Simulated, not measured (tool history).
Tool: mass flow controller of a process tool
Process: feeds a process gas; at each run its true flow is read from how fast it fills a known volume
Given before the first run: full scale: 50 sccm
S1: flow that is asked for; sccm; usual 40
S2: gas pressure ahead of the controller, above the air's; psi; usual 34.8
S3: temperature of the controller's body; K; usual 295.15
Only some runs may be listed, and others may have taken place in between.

Run 1, day 0.000: usual settings. Result: true flow (%) 99.41.
Run 2, day 2.029: usual settings. Result: true flow (%) 99.35.
Run 3, day 3.775: usual settings but S3 300.15 K. Result: true flow (%) 99.72.
Run 4, day 5.675: usual settings but S3 300.15 K. Result: true flow (%) 99.69.
Run 5, day 9.621: usual settings but S3 300.15 K. Result: true flow (%) 99.79.
Run 6, day 11.846: usual settings but S3 300.15 K. Result: true flow (%) 99.74.
Run 7, day 15.596: usual settings but S3 300.15 K. Result: true flow (%) 99.81.
Run 8, day 18.242: usual settings but S3 300.15 K. Result: true flow (%) 99.85.
Run 9, day 20.312: usual settings but S3 300.15 K. Result: true flow (%) 99.74.
Run 10, day 23.638: usual settings but S3 300.15 K. Result: true flow (%) 99.81.
Run 11, day 26.104: usual settings but S3 300.15 K. Result: true flow (%) 99.71.
Run 12, day 29.288: usual settings. Result: true flow (%) 99.45.
Run 13, day 32.879: usual settings. Result: true flow (%) 99.46.
Run 14, day 36.383: usual settings. Result: true flow (%) 99.53.
Run 15, day 40.117: usual settings. Result: true flow (%) 99.45.
Run 16, day 43.442: usual settings but S1 5 sccm, S2 20.7 psi, S3 297.15 K. Result: true flow (%) 97.05.
Run 17, day 46.242: usual settings but S1 5 sccm, S2 20.7 psi, S3 297.15 K. Result: true flow (%) 96.94.
Run 18, day 49.104: usual settings but S1 7 sccm, S3 299.15 K. Result: true flow (%) 97.25.
Run 19, day 52.654: usual settings but S1 7 sccm, S2 23.1 psi, S3 299.15 K. Result: true flow (%) 97.79.
Run 20, day 55.138: usual settings but S1 10 sccm, S2 23.5 psi, S3 313.15 K. Result: true flow (%) 99.41.
Run 21, day 59.112: usual settings but S1 10 sccm, S2 23.5 psi, S3 313.15 K. Result: true flow (%) 99.39.
Run 22, day 62.721: usual settings but S1 10 sccm, S2 23.5 psi, S3 313.15 K. Result: true flow (%) 99.31.
Run 23, day 65.604: usual settings but S1 10 sccm, S2 23.5 psi, S3 313.15 K. Result: true flow (%) 99.28.
Run 24, day 67.596: usual settings but S3 303.15 K. Result: true flow (%) 100.14.
Run 25, day 69.838: usual settings but S3 303.15 K. Result: true flow (%) 100.24.
Run 26, day 73.633: usual settings but S1 9 sccm, S2 32.6 psi, S3 303.15 K. Result: true flow (%) 98.05.
Run 27, day 77.212: usual settings but S1 9 sccm, S2 32.6 psi, S3 303.15 K. Result: true flow (%) 97.95.
Run 28, day 79.900: usual settings but S1 9 sccm, S2 32.6 psi, S3 303.15 K. Result: true flow (%) 98.20.
Run 29, day 83.175: usual settings but S1 25 sccm, S3 307.15 K. Result: true flow (%) 99.71.

Consider 4 possible next runs. They are alternatives, not a sequence: every one starts from the tool as it was left by run 29. What does each give?
Run A, day 86.983: usual settings but S1 20 sccm. Result: true flow (%) ?.
Run B, day 86.983: usual settings but S1 31 sccm. Result: true flow (%) ?.
Run C, day 86.983: usual settings but S1 26 sccm, S2 32.9 psi, S3 307.15 K. Result: true flow (%) ?.
Run D, day 86.983: usual settings but S1 15 sccm, S2 21.8 psi, S3 305.15 K. Result: true flow (%) ?.

run  true flow (%)
  A          98.71
  B          99.17
  C          99.89
  D          99.51
Had the tool no hidden state, the same runs would have come out as:
run  true flow (%)
  A          98.52
  B          98.73
  C          99.54
  D          99.56
